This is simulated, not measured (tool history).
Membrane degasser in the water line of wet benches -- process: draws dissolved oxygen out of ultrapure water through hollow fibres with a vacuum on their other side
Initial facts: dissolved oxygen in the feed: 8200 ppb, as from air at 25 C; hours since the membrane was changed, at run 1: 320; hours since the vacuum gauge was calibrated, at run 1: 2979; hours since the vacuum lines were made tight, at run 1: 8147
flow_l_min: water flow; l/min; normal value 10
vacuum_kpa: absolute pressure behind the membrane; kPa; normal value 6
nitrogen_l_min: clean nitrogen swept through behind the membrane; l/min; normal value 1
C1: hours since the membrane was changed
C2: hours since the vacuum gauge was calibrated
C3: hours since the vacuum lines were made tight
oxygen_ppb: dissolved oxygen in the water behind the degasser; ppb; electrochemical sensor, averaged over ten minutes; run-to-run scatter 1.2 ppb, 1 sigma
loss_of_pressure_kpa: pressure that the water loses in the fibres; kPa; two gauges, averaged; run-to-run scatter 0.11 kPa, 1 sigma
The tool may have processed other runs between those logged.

Run 1, hour 0: usual settings; C1 320; C2 2979; C3 8147. Result: oxygen_ppb 117.8 ppb, loss_of_pressure_kpa 27.96 kPa.
Run 2, hour 41.8: usual settings; C1 361; C2 3021; C3 8189. Result: oxygen_ppb 118 ppb, loss_of_pressure_kpa 27.96 kPa.
Run 3, hour 84.4: usual settings; C1 404; C2 3064; C3 8232. Result: oxygen_ppb 116.3 ppb, loss_of_pressure_kpa 28.06 kPa.
Run 4, hour 126.7: usual settings; C1 446; C2 3106; C3 8274. Result: oxygen_ppb 120.3 ppb, loss_of_pressure_kpa 28.01 kPa.
Run 5, hour 174.9: usual settings but nitrogen_l_min 1.91 l/min; C1 494; C2 3154; C3 8322. Result: oxygen_ppb 86.7 ppb, loss_of_pressure_kpa 28.07 kPa.
Run 6, hour 198.9: usual settings but nitrogen_l_min 1.91 l/min; C1 518; C2 3178; C3 8346. Result: oxygen_ppb 87.4 ppb, loss_of_pressure_kpa 28.14 kPa.
Run 7, hour 246.1: usual settings but nitrogen_l_min 1.91 l/min; C1 566; C2 3225; C3 8393. Result: oxygen_ppb 87.4 ppb, loss_of_pressure_kpa 27.97 kPa.
Run 8, hour 266.6: usual settings but flow_l_min 9 l/min; C1 586; C2 3246; C3 8414. Result: oxygen_ppb 93.6 ppb, loss_of_pressure_kpa 25.43 kPa.
Run 9, hour 307.4: usual settings but flow_l_min 9 l/min; C1 627; C2 3287; C3 8454. Result: oxygen_ppb 96.6 ppb, loss_of_pressure_kpa 25.26 kPa.
Run 10, hour 351.5: usual settings but flow_l_min 9 l/min; C1 671; C2 3331; C3 8499. Result: oxygen_ppb 93.7 ppb, loss_of_pressure_kpa 25.45 kPa.
Run 11, hour 388.4: usual settings; C1 708; C2 3368; C3 8535. Result: oxygen_ppb 120.7 ppb, loss_of_pressure_kpa 27.95 kPa.
Run 12, hour 419.5: usual settings; C1 739; C2 3399; C3 8567. Result: oxygen_ppb 119.2 ppb, loss_of_pressure_kpa 28.33 kPa.
Run 13, hour 466.5: usual settings; C1 786; C2 3446; C3 8614. Result: oxygen_ppb 119.8 ppb, loss_of_pressure_kpa 28.32 kPa.
Run 14, hour 494.2: usual settings but vacuum_kpa 5.67 kPa, nitrogen_l_min 0.96 l/min; C1 814; C2 3473; C3 8641. Result: oxygen_ppb 113.9 ppb, loss_of_pressure_kpa 28.21 kPa.
Run 15, hour 532.9: usual settings but flow_l_min 11 l/min, vacuum_kpa 5.67 kPa, nitrogen_l_min 0.96 l/min; C1 852; C2 3512; C3 8680. Result: oxygen_ppb 140.3 ppb, loss_of_pressure_kpa 31.1 kPa.
Run 16, hour 577.4: usual settings but flow_l_min 11 l/min, vacuum_kpa 10.18 kPa, nitrogen_l_min 2.94 l/min; C1 897; C2 3557; C3 8724. Result: oxygen_ppb 139.4 ppb, loss_of_pressure_kpa 30.86 kPa.
Run 17, hour 606.5: usual settings but flow_l_min 6 l/min, nitrogen_l_min 0.44 l/min; C1 926; C2 3586; C3 8754. Result: oxygen_ppb 103.1 ppb, loss_of_pressure_kpa 16.79 kPa.
Run 18, hour 639.2: usual settings but flow_l_min 16 l/min, vacuum_kpa 5.25 kPa, nitrogen_l_min 2.41 l/min; C1 959; C2 3618; C3 8786. Result: oxygen_ppb 284.6 ppb, loss_of_pressure_kpa 45.11 kPa.
Run 19, hour 686.5: usual settings but flow_l_min 16 l/min, vacuum_kpa 5.25 kPa, nitrogen_l_min 2.41 l/min; C1 1006; C2 3666; C3 8834. Result: oxygen_ppb 287.2 ppb, loss_of_pressure_kpa 45.05 kPa.
Run 20, hour 715.6: usual settings but flow_l_min 7 l/min, vacuum_kpa 5.25 kPa, nitrogen_l_min 0.72 l/min; C1 1035; C2 3695; C3 8863. Result: oxygen_ppb 63.7 ppb, loss_of_pressure_kpa 19.67 kPa.
At hour 720.1: seals of the vacuum lines changed.
Run 21, hour 746.3: usual settings but flow_l_min 13 l/min, vacuum_kpa 8.56 kPa, nitrogen_l_min 0.72 l/min; C1 1064; C2 3724; C3 26. Result: oxygen_ppb 348.2 ppb, loss_of_pressure_kpa 36.97 kPa.
Run 22, hour 769.9: usual settings but flow_l_min 14 l/min, vacuum_kpa 6.18 kPa, nitrogen_l_min 0.44 l/min; C1 1087; C2 3747; C3 50. Result: oxygen_ppb 366.9 ppb, loss_of_pressure_kpa 39.51 kPa.
Run 23, hour 817.3: usual settings but vacuum_kpa 7.19 kPa, nitrogen_l_min 0.53 l/min; C1 1135; C2 3795; C3 97. Result: oxygen_ppb 216.5 ppb, loss_of_pressure_kpa 28.1 kPa.
Run 24, hour 857.4: usual settings but vacuum_kpa 9.33 kPa, nitrogen_l_min 1.55 l/min; C1 1175; C2 3835; C3 137. Result: oxygen_ppb 145.7 ppb, loss_of_pressure_kpa 28.07 kPa.
Run 25, hour 892.5: usual settings but flow_l_min 12 l/min, vacuum_kpa 8.44 kPa, nitrogen_l_min 2.04 l/min; C1 1210; C2 3870; C3 172. Result: oxygen_ppb 175.6 ppb, loss_of_pressure_kpa 33.8 kPa.

Alternative continuations, all from the tool just after run 25; predict every row:
Run A, hour 926.2: usual settings but flow_l_min 7 l/min, vacuum_kpa 7.97 kPa, nitrogen_l_min 1.23 l/min; C1 1244; C2 3903; C3 206. Result: oxygen_ppb ?, loss_of_pressure_kpa ?.
Run B, hour 926.2: usual settings but flow_l_min 9 l/min, vacuum_kpa 4.49 kPa, nitrogen_l_min 0.56 l/min; C1 1244; C2 3903; C3 206. Result: oxygen_ppb ?, loss_of_pressure_kpa ?.
Run C, hour 926.2: usual settings; C1 1244; C2 3903; C3 206. Result: oxygen_ppb ?, loss_of_pressure_kpa ?.
Run D, hour 926.2: usual settings but flow_l_min 13 l/min, vacuum_kpa 4.96 kPa, nitrogen_l_min 0.63 l/min; C1 1244; C2 3903; C3 206. Result: oxygen_ppb ?, loss_of_pressure_kpa ?.
Run E, hour 926.2: usual settings but vacuum_kpa 5.1 kPa, nitrogen_l_min 0.79 l/min; C1 1244; C2 3903; C3 206. Result: oxygen_ppb ?, loss_of_pressure_kpa ?.

run  oxygen_ppb  loss_of_pressure_kpa
  A        75.3                 19.77
  B        84.3                 25.34
  C         116                 28.39
  D       218.7                 36.55
  E       109.5                 28.22
What these runs would have given with no unlogged condition in the tool:
run  oxygen_ppb  loss_of_pressure_kpa
  A        72.5                 19.64
  B        76.6                 25.18
  C       110.3                 28.21
  D       207.3                 36.31
  E       102.6                 28.04
